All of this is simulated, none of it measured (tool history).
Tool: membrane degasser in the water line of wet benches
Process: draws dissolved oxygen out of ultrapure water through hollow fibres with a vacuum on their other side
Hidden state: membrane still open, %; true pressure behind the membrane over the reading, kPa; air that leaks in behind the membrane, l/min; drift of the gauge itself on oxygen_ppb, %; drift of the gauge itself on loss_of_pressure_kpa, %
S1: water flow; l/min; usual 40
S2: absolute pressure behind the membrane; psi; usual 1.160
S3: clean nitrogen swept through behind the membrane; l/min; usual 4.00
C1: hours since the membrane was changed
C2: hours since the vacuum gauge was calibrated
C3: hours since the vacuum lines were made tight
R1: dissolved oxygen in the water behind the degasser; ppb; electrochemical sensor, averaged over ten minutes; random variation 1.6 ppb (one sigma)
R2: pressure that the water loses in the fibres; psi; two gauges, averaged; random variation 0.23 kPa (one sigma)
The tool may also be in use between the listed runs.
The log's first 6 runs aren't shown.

| run | hour | S1 | S2 | S3 | C1 | C2 | C3 | R1 | R2 |
|---|---|---|---|---|---|---|---|---|---|
| 7 | 374.7 | 40 | 1.633 | 4.00 | 2283 | 7267 | 4764 | 237.3 | 8.688 |
| 8 | 451.5 | 40 | 1.633 | 4.00 | 2360 | 7344 | 4841 | 237.1 | 8.683 |
| 9 | 497.5 | 40 | 1.160 | 1.61 | 2406 | 7390 | 4887 | 306.5 | 8.699 |
| 10 | 585.5 | 40 | 1.160 | 1.61 | 2494 | 7478 | 4975 | 316.8 | 8.712 |
| 11 | 650.4 | 28 | 1.160 | 1.61 | 2559 | 7543 | 5040 | 204.8 | 6.145 |
| 12 | 729.2 | 28 | 1.160 | 1.61 | 2638 | 7622 | 5119 | 207.4 | 6.100 |
| 13 | 803.5 | 28 | 1.160 | 6.06 | 2712 | 7696 | 5193 | 66.6 | 6.051 |
| 14 | 845.9 | 28 | 1.160 | 6.06 | 2754 | 7739 | 5235 | 68.2 | 6.102 |
|  | 851.8 | vacuum gauge calibrated |
| 15 | 927.1 | 40 | 1.160 | 4.00 | 2835 | 75 | 5316 | 165.8 | 8.757 |
| 16 | 968.9 | 40 | 1.160 | 4.00 | 2877 | 117 | 5358 | 167.4 | 8.712 |
| 17 | 1024.7 | 40 | 1.160 | 4.00 | 2933 | 173 | 5414 | 169.0 | 8.749 |
| 18 | 1094.1 | 48 | 1.160 | 11.64 | 3002 | 242 | 5483 | 143.6 | 10.422 |
| 19 | 1172.9 | 34 | 1.775 | 11.64 | 3081 | 321 | 5562 | 93.5 | 7.369 |
| 20 | 1214.2 | 27 | 1.165 | 4.94 | 3122 | 362 | 5603 | 77.6 | 5.865 |
| 21 | 1290.1 | 27 | 1.165 | 4.94 | 3198 | 438 | 5679 | 78.4 | 5.839 |
|  | 1306.7 | vacuum gauge calibrated, once more |
| 22 | 1368.7 | 27 | 1.165 | 4.94 | 3276 | 62 | 5757 | 72.6 | 5.909 |
| 23 | 1451.4 | 30 | 2.337 | 4.00 | 3359 | 145 | 5840 | 241.6 | 6.553 |
| 24 | 1520.2 | 30 | 2.337 | 4.00 | 3428 | 213 | 5909 | 241.6 | 6.483 |
| 25 | 1595.5 | 27 | 2.310 | 3.03 | 3503 | 289 | 5984 | 275.4 | 5.829 |
| 26 | 1648.6 | 35 | 1.160 | 5.34 | 3556 | 342 | 6037 | 105.1 | 7.606 |
| 27 | 1731.9 | 33 | 1.160 | 8.97 | 3639 | 425 | 6121 | 66.4 | 7.243 |
| 28 | 1812.8 | 44 | 1.166 | 8.97 | 3720 | 506 | 6201 | 126.3 | 9.732 |
| 29 | 1885.4 | 59 | 1.511 | 3.37 | 3793 | 579 | 6274 | 433.7 | 12.808 |
| 30 | 1976.8 | 59 | 2.737 | 3.99 | 3884 | 670 | 6365 | 649.5 | 12.916 |
| 31 | 2055.4 | 62 | 1.160 | 4.00 | 3963 | 749 | 6444 | 356.8 | 13.600 |

Forecast each of these 3 alternatives for the next run:
| A | 2129.0 | 40 | 0.838 | 1.89 | 4036 | 822 | 6518 | ? | ? |
| B | 2129.0 | 42 | 0.940 | 9.53 | 4036 | 822 | 6518 | ? | ? |
| C | 2129.0 | 62 | 1.955 | 4.00 | 4036 | 822 | 6518 | ? | ? |

| run | R1 | R2 |
|---|---|---|
| A | 171.8 | 8.768 |
| B | 96.1 | 9.197 |
| C | 538.1 | 13.573 |
Without the tool's hidden state the same runs would have given:
| run | R1 | R2 |
|---|---|---|
| A | 168.6 | 8.678 |
| B | 92.7 | 9.103 |
| C | 529.2 | 13.436 |
